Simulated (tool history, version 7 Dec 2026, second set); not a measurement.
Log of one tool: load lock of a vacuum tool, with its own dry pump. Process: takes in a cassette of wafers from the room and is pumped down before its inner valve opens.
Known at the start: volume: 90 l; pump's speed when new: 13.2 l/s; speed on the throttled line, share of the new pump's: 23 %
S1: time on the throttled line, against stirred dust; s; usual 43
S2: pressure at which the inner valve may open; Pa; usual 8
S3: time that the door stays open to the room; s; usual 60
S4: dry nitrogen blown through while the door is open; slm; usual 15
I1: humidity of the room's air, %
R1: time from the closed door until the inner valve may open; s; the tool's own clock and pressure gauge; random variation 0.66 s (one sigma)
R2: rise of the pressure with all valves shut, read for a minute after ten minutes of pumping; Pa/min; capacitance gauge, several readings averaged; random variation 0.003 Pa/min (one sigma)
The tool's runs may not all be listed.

run	hour	S1	S2	S3	S4	I1	R1	R2
1	0	43	8	60	15	38.5	115.2	0.138
2	427.8	43	8	60	15	43.5	116.8	0.141
3	841.9	43	8	194	15	43.8	117.7	0.162
# hour 1147.1: dry pump taken out, an overhauled one fitted
4	1191.9	43	8	60	15	45.1	99.7	0.152
5	1431.9	43	8	60	18	43.7	99.4	0.156
6	1826.4	43	8	60	18	44.4	99.7	0.16
7	2139.6	43	8	60	18	48.3	100.5	0.168
8	2413.7	43	8	60	18	44.1	99.1	0.167
9	2608.9	43	8	60	18	44	101	0.17
10	2975.8	43	8	60	18	46.7	101.3	0.187
11	3252.1	43	8	60	18	42.8	101.2	0.187
12	3527.6	43	6	60	15	42.9	104.9	0.189
13	3860.8	43	8	60	15	42.5	102.3	0.195
14	4237.7	43	8	60	15	46.5	103.9	0.2
15	4554	43	8	60	15	44.3	103.8	0.206
16	4855.8	33	8	60	15	44.3	96.7	0.208
17	5073.6	27	8	60	15	45.3	91.9	0.218
18	5290.5	27	8	60	15	43	92.7	0.22
19	5578.7	43	8	60	15	45.9	104.7	0.223
20	5878.7	43	8	60	15	40.5	105.7	0.224
21	6298.2	43	8	60	15	43.8	107.6	0.234
22	6604.8	43	8	60	12	45.6	107	0.236
23	6854.4	66	16	26	15	44.2	117.8	0.236
24	7201.6	43	7	44	35	43.3	109.6	0.24
25	7431.2	43	11	36	15	41.4	105.8	0.25
26	7738.5	65	13	36	15	44.1	120.4	0.25
27	8093.4	32	8	60	14	43.6	102	0.262
28	8442.4	32	13	60	10	43	96.9	0.271
29	8781.2	32	11	33	28	48.1	99	0.268
30	9094.3	32	8	25	28	43.2	103.5	0.275
31	9483.4	32	8	25	28	47.3	104.4	0.284
32	9682.6	43	8	73	9	45.2	111.3	0.3
33	9950.3	36	11	119	8	44.4	104.4	0.317
34	10383.4	36	11	119	8	42.7	106.7	0.315
35	10720.3	47	9	131	44	43.8	116.3	0.304
36	11053.8	43	8	60	16	46.8	115.6	0.324
# hour 11276.8: dry pump taken out, an overhauled one fitted
37	11403.7	63	8	28	16	45.7	114.8	0.33
38	11793.9	86	10	60	15	46.9	130.6	0.336

Forecast each of these 3 alternatives for the next run:
A	12001.1	50	10	53	14	44.5	?	?
B	12001.1	86	10	60	6	45.1	?	?
C	12001.1	86	10	60	6	46.3	?	?

run	R1	R2
A	102.6	0.338
B	130.2	0.349
C	130	0.346
Without the tool's hidden state the same runs would have given:
run	R1	R2
A	102.3	0.012
B	129.9	0.022
C	129.8	0.022
